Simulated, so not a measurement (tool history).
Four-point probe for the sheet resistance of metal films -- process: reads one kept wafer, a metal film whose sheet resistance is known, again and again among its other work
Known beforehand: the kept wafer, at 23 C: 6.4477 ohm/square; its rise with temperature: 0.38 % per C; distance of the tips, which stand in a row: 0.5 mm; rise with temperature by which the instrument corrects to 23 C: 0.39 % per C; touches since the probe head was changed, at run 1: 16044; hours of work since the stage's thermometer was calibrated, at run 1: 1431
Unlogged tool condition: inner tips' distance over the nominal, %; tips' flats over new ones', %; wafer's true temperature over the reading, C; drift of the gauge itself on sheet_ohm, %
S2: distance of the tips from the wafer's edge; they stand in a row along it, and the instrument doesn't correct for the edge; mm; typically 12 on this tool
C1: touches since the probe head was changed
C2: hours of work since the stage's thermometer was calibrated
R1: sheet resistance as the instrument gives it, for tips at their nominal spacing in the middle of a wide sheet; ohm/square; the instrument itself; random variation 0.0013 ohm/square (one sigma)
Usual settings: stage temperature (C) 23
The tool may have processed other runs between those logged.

{"run": 1, "hour": 0.0, "stage temperature (C)": 23, "S2": 12, "C1": 16044, "C2": 1431, "R1": 6.45869}
{"run": 2, "hour": 26.0, "stage temperature (C)": 23, "S2": 12, "C1": 16412, "C2": 1441, "R1": 6.46124}
{"run": 3, "hour": 67.2, "stage temperature (C)": 23, "S2": 17, "C1": 16995, "C2": 1458, "R1": 6.45692}
{"run": 4, "hour": 115.0, "stage temperature (C)": 23, "S2": 17, "C1": 17672, "C2": 1478, "R1": 6.454982}
{"run": 5, "hour": 157.0, "stage temperature (C)": 23, "S2": 8, "C1": 18267, "C2": 1495, "R1": 6.465995}
{"run": 6, "hour": 192.3, "stage temperature (C)": 23, "S2": 8, "C1": 18767, "C2": 1510, "R1": 6.467113}
{"run": 7, "hour": 212.9, "stage temperature (C)": 23, "S2": 8, "C1": 19059, "C2": 1518, "R1": 6.464411}
{"hour": 215.8, "done": "stage's thermometer calibrated"}
{"run": 8, "hour": 251.9, "stage temperature (C)": 23, "S2": 6, "C1": 19603, "C2": 15, "R1": 6.468327}
{"run": 9, "hour": 282.9, "stage temperature (C)": 32, "S2": 68, "C1": 20044, "C2": 28, "R1": 6.439315}
{"run": 10, "hour": 312.5, "stage temperature (C)": 23, "S2": 41, "C1": 20462, "C2": 40, "R1": 6.442226}
{"run": 11, "hour": 334.9, "stage temperature (C)": 19, "S2": 4, "C1": 20780, "C2": 49, "R1": 6.496824}
{"hour": 366.5, "done": "stage's thermometer calibrated, once more"}
{"run": 12, "hour": 383.4, "stage temperature (C)": 19, "S2": 4, "C1": 21459, "C2": 7, "R1": 6.519454}
{"run": 13, "hour": 408.7, "stage temperature (C)": 25, "S2": 26, "C1": 21817, "C2": 17, "R1": 6.46437}
{"run": 14, "hour": 436.9, "stage temperature (C)": 19, "S2": 31, "C1": 22216, "C2": 29, "R1": 6.463645}

Consider 3 possible next runs. They are alternatives, not a sequence: every one starts from the tool as it was left by run 14. What does each give?
{"run": "A", "hour": 485.0, "stage temperature (C)": 34, "S2": 16, "C1": 22897, "C2": 49, "R1": "?"}
{"run": "B", "hour": 485.0, "stage temperature (C)": 29, "S2": 11, "C1": 22897, "C2": 49, "R1": "?"}
{"run": "C", "hour": 485.0, "stage temperature (C)": 28, "S2": 31, "C1": 22897, "C2": 49, "R1": "?"}

run=A R1=6.459199
run=B R1=6.467587
run=C R1=6.461537
With the hidden condition removed and each run's random variation left untouched, the same runs would have given:
run=A R1=6.444436
run=B R1=6.452836
run=C R1=6.446805
